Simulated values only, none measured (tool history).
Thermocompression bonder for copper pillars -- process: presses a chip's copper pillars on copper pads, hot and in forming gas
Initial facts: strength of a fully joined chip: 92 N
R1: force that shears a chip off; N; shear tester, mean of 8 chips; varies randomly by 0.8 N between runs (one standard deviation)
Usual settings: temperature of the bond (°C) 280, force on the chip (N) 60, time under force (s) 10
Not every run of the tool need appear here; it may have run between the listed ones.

Run 1, hour 0: usual settings. Result: R1 63.3 N.
Run 2, hour 17.4: usual settings but temperature of the bond (°C) 266. Result: R1 53.9 N.
Run 3, hour 31: usual settings. Result: R1 63.5 N.
Run 4, hour 47.4: usual settings. Result: R1 61.6 N.
At hour 65.1: forming gas filter changed.
Run 5, hour 70.7: usual settings. Result: R1 63.2 N.
Run 6, hour 92.6: usual settings. Result: R1 63.8 N.
Run 7, hour 114.5: usual settings. Result: R1 63.5 N.
Run 8, hour 132.2: usual settings but temperature of the bond (°C) 310. Result: R1 77 N.
Run 9, hour 153.8: usual settings but temperature of the bond (°C) 310. Result: R1 76.4 N.
Run 10, hour 168.1: usual settings but temperature of the bond (°C) 310. Result: R1 76.6 N.
Run 11, hour 188.9: usual settings but temperature of the bond (°C) 310. Result: R1 77.5 N.
Run 12, hour 201.1: usual settings but temperature of the bond (°C) 310. Result: R1 77.3 N.
Run 13, hour 212.4: usual settings but temperature of the bond (°C) 310. Result: R1 76.5 N.
Run 14, hour 223.3: usual settings but force on the chip (N) 63. Result: R1 65.3 N.
Run 15, hour 232.8: usual settings. Result: R1 62.7 N.
Run 16, hour 252.1: usual settings. Result: R1 62.4 N.
Run 17, hour 273.2: usual settings but temperature of the bond (°C) 298, time under force (s) 8. Result: R1 68.7 N.
Run 18, hour 287.9: usual settings but temperature of the bond (°C) 291. Result: R1 68.1 N.
Run 19, hour 306.8: usual settings but force on the chip (N) 53. Result: R1 59 N.
Run 20, hour 321.6: usual settings but temperature of the bond (°C) 274, force on the chip (N) 38, time under force (s) 19. Result: R1 57 N.
Run 21, hour 335.1: usual settings but temperature of the bond (°C) 296, force on the chip (N) 47. Result: R1 65.1 N.

For run 22, what comes out?
Run 22, hour 348: usual settings but temperature of the bond (°C) 255, force on the chip (N) 37, time under force (s) 5. Result: R1 ?.

Run 22 produced R1 26.8 N.
Without the tool's hidden state the same run would have given R1 29 N.
